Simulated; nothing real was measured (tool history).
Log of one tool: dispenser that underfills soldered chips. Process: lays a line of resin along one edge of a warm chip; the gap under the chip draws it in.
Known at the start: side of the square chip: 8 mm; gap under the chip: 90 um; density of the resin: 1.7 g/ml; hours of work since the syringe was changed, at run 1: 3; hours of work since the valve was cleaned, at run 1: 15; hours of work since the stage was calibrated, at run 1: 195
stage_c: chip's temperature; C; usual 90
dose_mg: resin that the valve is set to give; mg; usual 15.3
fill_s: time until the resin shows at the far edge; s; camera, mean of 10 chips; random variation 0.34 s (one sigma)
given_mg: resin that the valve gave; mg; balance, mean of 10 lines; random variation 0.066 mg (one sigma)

run	hour	stage_c	dose_mg	hours of work since the syringe was changed	hours of work since the valve was cleaned	hours of work since the stage was calibrated	fill_s	given_mg
1	0.0	90	15.3	3	15	195	18.8	15.02
# hour 6.3: new syringe of resin
2	7.8	90	15.3	1	20	200	16.5	14.96
3	12.7	90	15.3	4	23	203	19.6	14.98
# hour 17.6: new syringe of resin
4	18.2	90	15.3	0	26	206	16.2	14.76
5	24.6	90	17.3	4	30	210	20.6	16.70
# hour 28.4: new syringe of resin
6	34.6	95	17.8	4	37	217	16.7	17.08
# hour 39.4: new syringe of resin
7	41.8	100	15.0	2	41	221	13.6	14.35
# hour 50.5: new syringe of resin
8	52.8	93	15.0	1	48	228	15.9	14.16
9	60.6	78	15.7	6	53	233	31.2	14.95
# hour 61.5: new syringe of resin
# hour 69.7: dispensing valve cleaned and set on the balance
10	72.3	78	15.7	6	2	240	31.0	15.70

3 ways to go on from here, each from the tool as it stands after run 10. What would each give?
# hour 74.2: new syringe of resin
A	81.4	78	17.7	5	7	245	?	?
# hour 74.2: new syringe of resin
B	81.4	91	15.3	5	7	245	?	?
# hour 74.2: new syringe of resin
C	81.4	95	15.1	5	7	245	?	?

run	fill_s	given_mg
A	27.5	17.62
B	19.1	15.03
C	16.7	14.91
Without the tool's hidden state the same runs would have given:
run	fill_s	given_mg
A	22.9	17.75
B	15.9	15.14
C	13.8	15.03
